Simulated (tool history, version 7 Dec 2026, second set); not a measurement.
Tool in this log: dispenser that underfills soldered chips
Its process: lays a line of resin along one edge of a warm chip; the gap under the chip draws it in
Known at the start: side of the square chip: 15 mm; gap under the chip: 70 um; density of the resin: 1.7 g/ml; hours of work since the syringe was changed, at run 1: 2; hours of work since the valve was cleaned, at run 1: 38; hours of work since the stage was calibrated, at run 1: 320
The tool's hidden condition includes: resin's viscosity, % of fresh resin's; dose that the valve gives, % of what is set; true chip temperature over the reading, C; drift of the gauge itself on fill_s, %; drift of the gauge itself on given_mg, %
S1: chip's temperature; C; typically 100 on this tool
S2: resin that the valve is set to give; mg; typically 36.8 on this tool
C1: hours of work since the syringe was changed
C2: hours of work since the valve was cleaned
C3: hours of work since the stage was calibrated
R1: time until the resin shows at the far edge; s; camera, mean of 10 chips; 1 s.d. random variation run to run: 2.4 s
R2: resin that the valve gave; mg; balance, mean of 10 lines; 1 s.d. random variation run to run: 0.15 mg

{"run": 1, "hour": 0.0, "S1": 100, "S2": 36.8, "C1": 2, "C2": 38, "C3": 320, "R1": 256.0, "R2": 36.06}
{"run": 2, "hour": 9.2, "S1": 100, "S2": 36.8, "C1": 8, "C2": 44, "C3": 326, "R1": 408.2, "R2": 36.11}
{"hour": 10.6, "done": "new syringe of resin"}
{"run": 3, "hour": 20.9, "S1": 100, "S2": 36.8, "C1": 7, "C2": 52, "C3": 334, "R1": 378.3, "R2": 35.97}
{"hour": 23.7, "done": "new syringe of resin"}
{"run": 4, "hour": 32.7, "S1": 110, "S2": 36.8, "C1": 6, "C2": 60, "C3": 342, "R1": 278.1, "R2": 35.56}
{"hour": 37.2, "done": "new syringe of resin"}
{"run": 5, "hour": 40.9, "S1": 100, "S2": 39.8, "C1": 3, "C2": 65, "C3": 347, "R1": 280.5, "R2": 38.61}
{"run": 6, "hour": 47.5, "S1": 100, "S2": 39.8, "C1": 7, "C2": 70, "C3": 352, "R1": 389.5, "R2": 38.44}
{"hour": 49.9, "done": "dispensing valve cleaned and set on the balance"}
{"hour": 51.2, "done": "new syringe of resin"}
{"run": 7, "hour": 55.5, "S1": 100, "S2": 39.8, "C1": 3, "C2": 4, "C3": 356, "R1": 274.9, "R2": 39.99}
{"hour": 64.5, "done": "new syringe of resin"}
{"run": 8, "hour": 67.5, "S1": 100, "S2": 39.8, "C1": 2, "C2": 12, "C3": 364, "R1": 266.5, "R2": 39.44}
{"hour": 77.5, "done": "new syringe of resin"}
{"run": 9, "hour": 79.2, "S1": 100, "S2": 36.8, "C1": 1, "C2": 19, "C3": 372, "R1": 249.7, "R2": 36.46}
{"run": 10, "hour": 86.4, "S1": 100, "S2": 36.8, "C1": 6, "C2": 24, "C3": 377, "R1": 357.2, "R2": 36.57}
{"hour": 90.4, "done": "new syringe of resin"}
{"run": 11, "hour": 93.6, "S1": 91, "S2": 37.5, "C1": 2, "C2": 29, "C3": 382, "R1": 338.6, "R2": 36.91}
{"hour": 104.0, "done": "new syringe of resin"}
{"run": 12, "hour": 104.0, "S1": 106, "S2": 31.6, "C1": 0, "C2": 36, "C3": 389, "R1": 202.9, "R2": 30.93}
{"run": 13, "hour": 111.7, "S1": 115, "S2": 32.7, "C1": 5, "C2": 41, "C3": 394, "R1": 233.4, "R2": 31.97}
{"hour": 116.9, "done": "new syringe of resin"}
{"run": 14, "hour": 121.6, "S1": 91, "S2": 36.8, "C1": 3, "C2": 48, "C3": 401, "R1": 366.1, "R2": 35.79}
{"hour": 130.0, "done": "new syringe of resin"}
{"run": 15, "hour": 130.1, "S1": 91, "S2": 36.8, "C1": 0, "C2": 54, "C3": 406, "R1": 288.5, "R2": 35.69}
{"run": 16, "hour": 136.8, "S1": 111, "S2": 46.6, "C1": 5, "C2": 58, "C3": 411, "R1": 228.9, "R2": 45.32}
{"hour": 143.5, "done": "new syringe of resin"}
{"run": 17, "hour": 148.2, "S1": 86, "S2": 45.4, "C1": 3, "C2": 66, "C3": 418, "R1": 416.9, "R2": 43.82}
{"run": 18, "hour": 155.1, "S1": 105, "S2": 38.1, "C1": 8, "C2": 70, "C3": 423, "R1": 357.9, "R2": 36.73}
{"hour": 156.8, "done": "dispensing valve cleaned and set on the balance"}
{"hour": 157.8, "done": "new syringe of resin"}
{"run": 19, "hour": 163.2, "S1": 109, "S2": 31.5, "C1": 4, "C2": 4, "C3": 428, "R1": 249.2, "R2": 31.43}
{"hour": 171.1, "done": "new syringe of resin"}
{"run": 20, "hour": 172.5, "S1": 109, "S2": 31.5, "C1": 1, "C2": 10, "C3": 434, "R1": 204.4, "R2": 31.65}

Here are 5 independent what-if runs from the current tool condition. What would each one return?
{"run": "A", "hour": 177.5, "S1": 110, "S2": 36.8, "C1": 4, "C2": 14, "C3": 437, "R1": "?", "R2": "?"}
{"run": "B", "hour": 177.5, "S1": 109, "S2": 35.7, "C1": 4, "C2": 14, "C3": 437, "R1": "?", "R2": "?"}
{"run": "C", "hour": 177.5, "S1": 107, "S2": 41.1, "C1": 4, "C2": 14, "C3": 437, "R1": "?", "R2": "?"}
{"run": "D", "hour": 177.5, "S1": 86, "S2": 31.5, "C1": 4, "C2": 14, "C3": 437, "R1": "?", "R2": "?"}
{"run": "E", "hour": 177.5, "S1": 90, "S2": 37.4, "C1": 4, "C2": 14, "C3": 437, "R1": "?", "R2": "?"}

run=A R1=242.3 R2=37.00
run=B R1=253.9 R2=35.56
run=C R1=255.9 R2=40.93
run=D R1=484.4 R2=31.44
run=E R1=408.5 R2=37.42
Stripped of hidden state, with their random variation kept, the same runs would have yielded:
run=A R1=180.1 R2=37.16
run=B R1=188.7 R2=35.72
run=C R1=190.3 R2=41.11
run=D R1=361.3 R2=31.58
run=E R1=304.7 R2=37.58
